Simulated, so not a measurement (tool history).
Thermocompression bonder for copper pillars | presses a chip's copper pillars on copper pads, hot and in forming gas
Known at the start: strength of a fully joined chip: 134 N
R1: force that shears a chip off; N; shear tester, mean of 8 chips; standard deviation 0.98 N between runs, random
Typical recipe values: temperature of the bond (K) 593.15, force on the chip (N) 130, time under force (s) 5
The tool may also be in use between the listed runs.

run 1 hour=0 | temperature_of_the_bond_(K)=593.15 force_on_the_chip_(N)=130 time_under_force_(s)=5 | R1=79.5
run 2 hour=6.4 | temperature_of_the_bond_(K)=593.15 force_on_the_chip_(N)=130 time_under_force_(s)=5 | R1=78.6
run 3 hour=12.1 | temperature_of_the_bond_(K)=593.15 force_on_the_chip_(N)=130 time_under_force_(s)=5 | R1=79.9
run 4 hour=18.5 | temperature_of_the_bond_(K)=593.15 force_on_the_chip_(N)=177 time_under_force_(s)=5 | R1=92.9
run 5 hour=23.5 | temperature_of_the_bond_(K)=593.15 force_on_the_chip_(N)=177 time_under_force_(s)=5 | R1=90.2
run 6 hour=28.4 | temperature_of_the_bond_(K)=593.15 force_on_the_chip_(N)=189 time_under_force_(s)=5 | R1=93.7
run 7 hour=37 | temperature_of_the_bond_(K)=593.15 force_on_the_chip_(N)=78 time_under_force_(s)=5 | R1=54
run 8 hour=43.9 | temperature_of_the_bond_(K)=593.15 force_on_the_chip_(N)=78 time_under_force_(s)=5 | R1=55.2
run 9 hour=50.4 | temperature_of_the_bond_(K)=593.15 force_on_the_chip_(N)=78 time_under_force_(s)=5 | R1=54.7
run 10 hour=54.8 | temperature_of_the_bond_(K)=593.15 force_on_the_chip_(N)=78 time_under_force_(s)=5 | R1=53.4
run 11 hour=58.7 | temperature_of_the_bond_(K)=593.15 force_on_the_chip_(N)=130 time_under_force_(s)=5 | R1=77.2
-- hour=62.3 forming gas filter changed
run 12 hour=63.4 | temperature_of_the_bond_(K)=593.15 force_on_the_chip_(N)=130 time_under_force_(s)=5 | R1=81.1
run 13 hour=72.3 | temperature_of_the_bond_(K)=593.15 force_on_the_chip_(N)=171 time_under_force_(s)=5 | R1=95.5
run 14 hour=81.1 | temperature_of_the_bond_(K)=585.15 force_on_the_chip_(N)=130 time_under_force_(s)=5 | R1=75.6
run 15 hour=85.9 | temperature_of_the_bond_(K)=593.15 force_on_the_chip_(N)=130 time_under_force_(s)=5 | R1=81.9
run 16 hour=94.1 | temperature_of_the_bond_(K)=565.15 force_on_the_chip_(N)=130 time_under_force_(s)=5 | R1=58.4
run 17 hour=103.1 | temperature_of_the_bond_(K)=565.15 force_on_the_chip_(N)=130 time_under_force_(s)=5 | R1=57.7
run 18 hour=111 | temperature_of_the_bond_(K)=587.15 force_on_the_chip_(N)=130 time_under_force_(s)=5 | R1=78.5
run 19 hour=117.7 | temperature_of_the_bond_(K)=587.15 force_on_the_chip_(N)=130 time_under_force_(s)=5 | R1=75.6
run 20 hour=126.4 | temperature_of_the_bond_(K)=587.15 force_on_the_chip_(N)=130 time_under_force_(s)=5 | R1=77.4
run 21 hour=132.8 | temperature_of_the_bond_(K)=598.15 force_on_the_chip_(N)=153 time_under_force_(s)=10 | R1=108.1
run 22 hour=137.7 | temperature_of_the_bond_(K)=598.15 force_on_the_chip_(N)=153 time_under_force_(s)=10 | R1=109.4
run 23 hour=144.1 | temperature_of_the_bond_(K)=598.15 force_on_the_chip_(N)=153 time_under_force_(s)=10 | R1=106.8
run 24 hour=152.4 | temperature_of_the_bond_(K)=592.15 force_on_the_chip_(N)=128 time_under_force_(s)=7 | R1=87.1
run 25 hour=159.6 | temperature_of_the_bond_(K)=592.15 force_on_the_chip_(N)=128 time_under_force_(s)=7 | R1=87.4
run 26 hour=167.8 | temperature_of_the_bond_(K)=593.15 force_on_the_chip_(N)=91 time_under_force_(s)=8 | R1=75.2
run 27 hour=172.7 | temperature_of_the_bond_(K)=616.15 force_on_the_chip_(N)=91 time_under_force_(s)=8 | R1=94.2
run 28 hour=178.4 | temperature_of_the_bond_(K)=579.15 force_on_the_chip_(N)=106 time_under_force_(s)=5 | R1=60.4
run 29 hour=186 | temperature_of_the_bond_(K)=598.15 force_on_the_chip_(N)=132 time_under_force_(s)=12 | R1=104.9
run 30 hour=193.2 | temperature_of_the_bond_(K)=590.15 force_on_the_chip_(N)=149 time_under_force_(s)=5 | R1=82.9
run 31 hour=198.4 | temperature_of_the_bond_(K)=602.15 force_on_the_chip_(N)=86 time_under_force_(s)=3 | R1=55.3
run 32 hour=206.1 | temperature_of_the_bond_(K)=602.15 force_on_the_chip_(N)=86 time_under_force_(s)=3 | R1=56.6
run 33 hour=212.2 | temperature_of_the_bond_(K)=597.15 force_on_the_chip_(N)=86 time_under_force_(s)=3 | R1=53.4
run 34 hour=216 | temperature_of_the_bond_(K)=597.15 force_on_the_chip_(N)=86 time_under_force_(s)=3 | R1=52.9
run 35 hour=221.6 | temperature_of_the_bond_(K)=597.15 force_on_the_chip_(N)=86 time_under_force_(s)=3 | R1=52.2
run 36 hour=230.4 | temperature_of_the_bond_(K)=622.15 force_on_the_chip_(N)=86 time_under_force_(s)=3 | R1=71.4
run 37 hour=235.5 | temperature_of_the_bond_(K)=580.15 force_on_the_chip_(N)=126 time_under_force_(s)=8 | R1=76.9
run 38 hour=243.6 | temperature_of_the_bond_(K)=587.15 force_on_the_chip_(N)=190 time_under_force_(s)=7 | R1=100.5
run 39 hour=252 | temperature_of_the_bond_(K)=593.15 force_on_the_chip_(N)=130 time_under_force_(s)=3 | R1=67.4
run 40 hour=259.4 | temperature_of_the_bond_(K)=579.15 force_on_the_chip_(N)=119 time_under_force_(s)=3 | R1=51.8

The logged runs with the hidden state left out (each run's random variation unchanged):
The hidden state here: true temperature of the bond over the reading, C; force that reaches the chip, % of what is set; oxide that the forming gas leaves, % of the face; drift of the gauge itself on shear_n, %.
run=1 R1=85.8
run=2 R1=84.9
run=3 R1=86.4
run=4 R1=100.2
run=5 R1=97.5
run=6 R1=101.3
run=7 R1=59
run=8 R1=60.4
run=9 R1=60
run=10 R1=58.6
run=11 R1=84.3
run=12 R1=83
run=13 R1=97.6
run=14 R1=77.8
run=15 R1=84.2
run=16 R1=60.6
run=17 R1=60
run=18 R1=81.2
run=19 R1=78.3
run=20 R1=80.3
run=21 R1=111
run=22 R1=112.4
run=23 R1=109.9
run=24 R1=90.6
run=25 R1=91
run=26 R1=78.7
run=27 R1=97.9
run=28 R1=63.7
run=29 R1=108.9
run=30 R1=87
run=31 R1=58.6
run=32 R1=60.1
run=33 R1=56.9
run=34 R1=56.3
run=35 R1=55.7
run=36 R1=75.7
run=37 R1=81.6
run=38 R1=105.7
run=39 R1=72
run=40 R1=55.9
